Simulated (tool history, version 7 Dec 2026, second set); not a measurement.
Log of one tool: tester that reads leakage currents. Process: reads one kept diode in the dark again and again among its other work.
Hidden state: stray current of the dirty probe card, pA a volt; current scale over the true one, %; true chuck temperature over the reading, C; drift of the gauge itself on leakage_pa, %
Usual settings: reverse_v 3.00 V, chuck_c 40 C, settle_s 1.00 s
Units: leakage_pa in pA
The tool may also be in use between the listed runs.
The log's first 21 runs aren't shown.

run   hour  reverse_v  chuck_c  settle_s  hours of work since the probe card was cleaned  hours of work since the tester was calibrated  hours of work since the chuck was calibrated  leakage_pa
 22  640.4       6.96       31      0.37                                             654                                           1395                                           762      293.84
 23  665.6       6.18       38      5.94                                             668                                           1410                                           776      465.82
 24  687.7       4.49       37      1.70                                             681                                           1422                                           788      381.50
 25  716.9       2.03       29      1.22                                             697                                           1439                                           805      148.73
 26  742.8      11.04       32      1.22                                             712                                           1454                                           820      382.18
 27  780.8       6.74       32      1.47                                             734                                           1475                                           841      309.24
 28  800.6       5.98       40      2.88                                             745                                           1486                                           852      540.17
 29  831.5       5.98       40      2.88                                             762                                           1504                                           870      540.59
 30  862.3       4.07       50      0.85                                             780                                           1521                                           887      956.04

4 ways to go on from here, each from the tool as it stands after run 30. What would each give?
  A  890.1       4.48       40      1.43                                             796                                           1537                                           903           ?
  B  890.1       9.20       32      1.00                                             796                                           1537                                           903           ?
  C  890.1       1.53       50      0.37                                             796                                           1537                                           903           ?
  D  890.1       6.63       40      0.37                                             796                                           1537                                           903           ?

run  leakage_pa
  A      483.70
  B      357.99
  C      650.19
  D      570.75
Without the tool's hidden state the same runs would have given:
run  leakage_pa
  A      446.59
  B      318.22
  C      610.92
  D      524.53
